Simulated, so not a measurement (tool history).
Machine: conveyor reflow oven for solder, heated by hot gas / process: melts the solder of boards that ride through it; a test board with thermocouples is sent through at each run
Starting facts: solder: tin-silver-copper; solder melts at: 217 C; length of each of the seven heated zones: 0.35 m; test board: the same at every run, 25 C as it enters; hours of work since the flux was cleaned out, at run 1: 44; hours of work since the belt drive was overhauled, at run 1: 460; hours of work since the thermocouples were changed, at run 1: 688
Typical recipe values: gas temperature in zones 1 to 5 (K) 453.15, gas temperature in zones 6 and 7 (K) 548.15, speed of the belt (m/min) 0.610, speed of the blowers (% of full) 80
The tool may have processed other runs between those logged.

run	hour	gas temperature in zones 1 to 5 (K)	gas temperature in zones 6 and 7 (K)	speed of the belt (m/min)	speed of the blowers (% of full)	hours of work since the flux was cleaned out	hours of work since the belt drive was overhauled	hours of work since the thermocouples were changed	highest temperature of the board (K)	time above the solder's melting point (s)
1	0.0	453.15	548.15	0.610	80	44	460	688	536.95	61.6
2	31.4	453.15	548.15	0.610	80	59	475	703	536.85	61.8
3	69.9	450.15	548.15	0.610	80	78	493	721	536.75	60.7
4	116.3	450.15	548.15	0.610	80	100	516	744	536.55	60.6
5	160.6	450.15	548.15	0.615	80	122	537	765	535.85	59.7
6	196.8	450.15	548.15	0.615	80	139	554	783	535.85	59.7
7	226.9	453.15	548.15	0.706	80	154	569	797	532.45	51.0
8	260.2	453.15	548.15	0.706	80	170	585	813	532.15	50.8
# hour 267.7: belt drive overhauled, speed set with a stopwatch
9	297.0	453.15	548.15	0.567	80	185	14	829	537.75	67.4
10	336.1	453.15	548.15	0.567	80	204	33	848	537.55	67.4
# hour 360.4: flux residue cleaned out of gas plates and filters
11	370.5	453.15	548.15	0.630	80	5	47	862	536.25	60.2
12	417.6	453.15	548.15	0.610	80	28	70	885	536.75	62.0
13	453.3	453.15	548.15	0.603	80	45	87	902	536.55	63.1
14	473.8	453.15	548.15	0.610	80	55	97	912	536.15	62.1
# hour 514.6: belt drive overhauled, speed set with a stopwatch, once more
15	527.6	460.15	548.15	0.610	80	79	6	936	536.15	63.2
16	571.5	460.15	548.15	0.610	80	100	27	957	536.05	63.2
17	594.4	460.15	548.15	0.610	80	111	38	968	536.75	62.8
18	641.2	453.15	548.15	0.668	80	133	61	990	533.55	53.8
19	670.6	453.15	539.15	0.668	81	148	75	1005	525.45	49.8
20	698.6	453.15	548.15	0.564	80	161	89	1018	537.05	66.1
21	745.7	453.15	549.15	0.610	56	184	111	1041	533.85	59.0
22	789.1	453.15	549.15	0.610	56	205	132	1062	533.35	58.8
# hour 810.9: flux residue cleaned out of gas plates and filters
23	823.1	453.15	548.15	0.602	80	6	146	1076	536.45	61.6
24	852.2	446.15	548.15	0.493	60	20	160	1090	538.05	74.5
25	901.6	458.15	554.15	0.613	87	44	184	1113	542.55	64.4
26	935.1	443.15	544.15	0.613	87	60	200	1130	531.45	55.6
27	966.0	453.15	536.15	0.688	83	75	215	1144	521.95	46.7
# hour 995.8: thermocouples of zones 6 and 7 changed
28	999.7	443.15	555.15	0.660	80	90	230	2	541.15	55.4
29	1031.6	443.15	555.15	0.660	80	105	246	17	541.45	55.3
30	1064.8	443.15	555.15	0.660	80	121	262	33	541.05	55.0

Hidden state or all else? Some run-to-run changes of highest temperature of the board (K), split into what the settings, what came in and random variation would give without the hidden state, and what is left for the hidden state (with any gauge scatter that isn't in both results):
The tool's hidden condition here consists of: heat that the gas passes to the board, % of a clean oven's; belt's true speed, % of the reading; true gas temperature in zones 6 and 7 over the reading, C; drift of the gauge itself on peak_c, C; drift of the gauge itself on liquid_s, %.
Run 10 -> 11: speed of the belt (m/min) 0.567 -> 0.630, flux residue cleaned out of gas plates and filters. highest temperature of the board (K) -1.30: hidden state +0.80, all else -2.10.
Run 19 -> 20: gas temperature in zones 6 and 7 (K) 539.15 -> 548.15, speed of the belt (m/min) 0.668 -> 0.564, speed of the blowers (% of full) 81 -> 80. highest temperature of the board (K) +11.60: hidden state -0.10, all else +11.70.
Run 22 -> 23: gas temperature in zones 6 and 7 (K) 549.15 -> 548.15, speed of the belt (m/min) 0.610 -> 0.602, speed of the blowers (% of full) 56 -> 80, flux residue cleaned out of gas plates and filters. highest temperature of the board (K) +3.10: hidden state +0.90, all else +2.20.
Run 25 -> 26: gas temperature in zones 1 to 5 (K) 458.15 -> 443.15, gas temperature in zones 6 and 7 (K) 554.15 -> 544.15. highest temperature of the board (K) -11.10: hidden state -0.10, all else -11.00.
Run 27 -> 28: gas temperature in zones 1 to 5 (K) 453.15 -> 443.15, gas temperature in zones 6 and 7 (K) 536.15 -> 555.15, speed of the belt (m/min) 0.688 -> 0.660, speed of the blowers (% of full) 83 -> 80, thermocouples of zones 6 and 7 changed. highest temperature of the board (K) +19.20: hidden state +2.40, all else +16.80.
